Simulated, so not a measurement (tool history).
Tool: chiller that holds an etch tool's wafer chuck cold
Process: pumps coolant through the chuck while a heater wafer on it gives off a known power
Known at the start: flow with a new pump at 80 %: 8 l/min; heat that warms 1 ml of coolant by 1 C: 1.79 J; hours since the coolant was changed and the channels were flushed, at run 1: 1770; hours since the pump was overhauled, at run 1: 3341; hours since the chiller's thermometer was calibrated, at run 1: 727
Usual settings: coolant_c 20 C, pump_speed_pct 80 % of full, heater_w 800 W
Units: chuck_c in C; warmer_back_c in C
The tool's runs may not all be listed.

run    hour  coolant_c  pump_speed_pct  heater_w  hours since the coolant was changed and the channels were flushed  hours since the pump was overhauled  hours since the chiller's thermometer was calibrated  chuck_c  warmer_back_c
  1     0.0         20              80       800                                                               1770                                 3341                                                   727    26.04           3.64
  2    78.9         20              80       800                                                               1849                                 3420                                                   806    26.01           3.61
  3   139.3         14              80       800                                                               1909                                 3480                                                   866    20.06           3.64
  4   189.4         14              80       800                                                               1959                                 3530                                                   916    20.01           3.65
  5   235.1         26              80       800                                                               2005                                 3576                                                   962    32.05           3.66
  6   287.2         20              80       800                                                               2057                                 3628                                                  1014    25.91           3.63
  7   364.1         20              80       800                                                               2134                                 3705                                                  1091    25.89           3.65
  8   410.5         20              80       678                                                               2180                                 3751                                                  1137    25.00           3.07
  9   455.2         20              80       678                                                               2225                                 3796                                                  1182    24.89           3.09
 10   514.4         20              80       800                                                               2284                                 3855                                                  1241    26.11           3.65
 11   565.6         24              80       800                                                               2336                                 3906                                                  1293    30.01           3.69
 12   625.7         24              80       800                                                               2396                                 3966                                                  1353    30.03           3.66
 13   694.1         24              80       800                                                               2464                                 4035                                                  1421    30.02           3.70
 14   750.6         24              80       800                                                               2520                                 4091                                                  1477    29.97           3.71
 15   820.3         20              80       593                                                               2590                                 4161                                                  1547    24.37           2.81
 16   903.5         20              80       593                                                               2673                                 4244                                                  1630    24.40           2.75
 17   987.6         20              73       839                                                               2757                                 4328                                                  1714    26.75           4.32
 18  1032.2         19              95      1080                                                               2802                                 4373                                                  1759    26.18           4.22
 19  1096.5         20              63       800                                                               2866                                 4437                                                  1823    27.06           4.72
 20  1141.5         29              78       800                                                               2911                                 4482                                                  1868    35.04           3.88
 21  1192.9         20              80       932                                                               2963                                 4534                                                  1920    27.01           4.38
     1206.0  -- coolant pump overhauled
 22  1264.3         24              61       995                                                               3029                                   58                                                  1986    33.60           6.45
 23  1323.0         24              61       995                                                               3088                                  117                                                  2045    33.63           6.37
 24  1401.1         12              61       889                                                               3166                                  195                                                  2123    20.55           5.77
 25  1456.1         12              82       986                                                               3221                                  250                                                  2178    19.54           4.72
 26  1491.6         12              72       714                                                               3257                                  286                                                  2214    17.80           3.85
 27  1577.0         30              69       600                                                               3342                                  371                                                  2299    34.89           3.45
 28  1653.7         20              80       448                                                               3419                                  448                                                  2376    23.03           2.25
     1693.0  -- coolant pump overhauled, once more
 29  1708.2         26              96      1024                                                               3468                                   15                                                  2425    32.07           3.59
 30  1767.5         27              89       433                                                               3527                                   75                                                  2484    29.39           1.63
 31  1852.6         12              85       987                                                               3612                                  160                                                  2569    18.35           3.95
 32  1922.2         22              95       704                                                               3682                                  229                                                  2639    26.04           2.53

4 ways to go on from here, each from the tool as it stands after run 32. What would each give?
  A  1959.4         13              95       704                                                               3719                                  266                                                  2676        ?              ?
  B  1959.4         18              80       800                                                               3719                                  266                                                  2676        ?              ?
  C  1959.4         17              86       800                                                               3719                                  266                                                  2676        ?              ?
  D  1959.4         14              75       407                                                               3719                                  266                                                  2676        ?              ?

run  chuck_c  warmer_back_c
  A    16.90           2.50
  B    23.34           3.40
  C    22.03           3.15
  D    16.56           1.85
Without the tool's hidden state the same runs would have given:
run  chuck_c  warmer_back_c
  A    17.46           2.48
  B    23.83           3.39
  C    22.53           3.13
  D    17.22           1.84
